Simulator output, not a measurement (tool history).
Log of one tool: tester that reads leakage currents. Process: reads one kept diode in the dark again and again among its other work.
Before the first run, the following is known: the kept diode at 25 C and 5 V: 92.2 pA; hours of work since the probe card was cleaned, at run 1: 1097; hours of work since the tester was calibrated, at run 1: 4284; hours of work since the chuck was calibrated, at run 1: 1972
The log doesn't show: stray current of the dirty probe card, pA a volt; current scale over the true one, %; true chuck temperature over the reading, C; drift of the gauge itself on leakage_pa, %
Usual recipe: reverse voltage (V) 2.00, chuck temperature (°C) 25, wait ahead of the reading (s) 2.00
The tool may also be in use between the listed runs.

run	hour	reverse voltage (V)	chuck temperature (°C)	wait ahead of the reading (s)	hours of work since the probe card was cleaned	hours of work since the tester was calibrated	hours of work since the chuck was calibrated	current that the tester gives (pA)
1	0.0	2.00	25	2.00	1097	4284	1972	68.49
2	174.0	2.00	41	2.00	1204	4390	2079	237.68
3	334.2	2.00	41	2.00	1302	4488	2177	238.99
4	517.7	7.24	25	2.00	1414	4601	2289	122.32
5	638.9	7.24	25	2.00	1488	4675	2363	121.67
# hour 650.2: chuck's temperature calibrated
6	840.6	7.24	25	2.00	1611	4797	117	113.23
7	1007.8	7.24	25	2.00	1713	4900	219	113.60
8	1112.6	7.24	25	2.00	1777	4964	283	114.36
9	1238.5	1.05	25	2.00	1855	5041	360	49.48
# hour 1272.7: tester calibrated
10	1367.9	3.05	25	2.00	1933	58	438	76.83
11	1464.8	19.30	25	0.32	1992	118	498	180.23
# hour 1529.5: probe card cleaned and baked
12	1659.1	3.12	33	0.93	79	235	615	144.80
13	1851.4	2.00	24	0.37	197	353	733	58.75

Here are 5 independent what-if runs from the current tool condition. What would each one return?
A	1973.4	2.00	24	0.50	272	427	807	?
B	1973.4	15.61	31	4.54	272	427	807	?
C	1973.4	2.00	25	2.43	272	427	807	?
D	1973.4	2.00	46	2.00	272	427	807	?
E	1973.4	18.90	50	2.88	272	427	807	?

run	current that the tester gives (pA)
A	58.79
B	247.49
C	63.84
D	318.46
E	1102.34
With the hidden condition removed and each run's random variation left untouched, the same runs would have given:
run	current that the tester gives (pA)
A	57.69
B	242.41
C	62.66
D	313.84
E	1085.68
